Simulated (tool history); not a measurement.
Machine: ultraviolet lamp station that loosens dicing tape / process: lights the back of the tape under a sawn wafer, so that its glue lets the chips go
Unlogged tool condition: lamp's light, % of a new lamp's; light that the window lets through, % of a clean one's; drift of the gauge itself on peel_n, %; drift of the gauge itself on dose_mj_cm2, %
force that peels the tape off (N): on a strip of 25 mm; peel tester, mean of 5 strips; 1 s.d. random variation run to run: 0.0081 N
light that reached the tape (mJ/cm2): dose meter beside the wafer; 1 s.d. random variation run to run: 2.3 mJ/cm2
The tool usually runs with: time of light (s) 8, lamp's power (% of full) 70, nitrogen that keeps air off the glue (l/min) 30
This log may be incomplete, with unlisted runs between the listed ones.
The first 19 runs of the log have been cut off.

run,hour,time of light (s),lamp's power (% of full),nitrogen that keeps air off the glue (l/min),hours of work of the lamp,hours of work since the window was cleaned,force that peels the tape off (N),light that reached the tape (mJ/cm2)
20,526.9,8,73,34,814,316,0.27,223
21,557.8,8,73,34,835,337,0.272,225
22,583.2,8,70,30,852,354,0.333,214
23,616.3,8,70,30,875,377,0.317,217
24,637.6,12,70,54,890,392,0.148,323
25,661.9,8,70,19,906,409,0.419,218
26,686.1,8,76,45,923,425,0.228,234
27,705.8,8,86,28,937,439,0.214,270
28,735.1,8,86,28,957,459,0.22,265
29,753.8,15,70,30,970,472,0.128,406
30,779,15,70,50,987,489,0.12,411
31,812.2,15,70,50,1010,512,0.155,402
32,832.8,6,70,30,1024,526,0.646,161
33,868.2,7,87,31,1048,550,0.252,232
34,895.1,4,70,19,1067,569,1.951,110
35,917.4,12,70,17,1082,584,0.186,327
36,945,14,68,11,1101,603,0.184,370
37,974.5,5,68,11,1121,623,1.724,131
38,994.4,9,61,30,1135,637,0.335,211
# hour 997.6: window cleaned of glue's vapour
39,1026.6,11,70,27,1157,20,0.182,299
40,1052.5,11,70,27,1174,38,0.171,297
41,1073.6,11,70,27,1189,52,0.175,301
42,1097.9,7,93,38,1206,69,0.194,254
43,1118.2,10,93,38,1220,83,0.14,358

Below are 3 alternative next runs, each starting from the tool's condition after run 43. Predict each:
A,1144.1,5,63,21,1237,101,?,?
B,1144.1,10,97,38,1237,101,?,?
C,1144.1,10,68,35,1237,101,?,?

run,force that peels the tape off (N),light that reached the tape (mJ/cm2)
A,1.452,121
B,0.136,373
C,0.203,264
What these runs would have given with no unlogged condition in the tool:
run,force that peels the tape off (N),light that reached the tape (mJ/cm2)
A,1.449,122
B,0.136,373
C,0.203,265
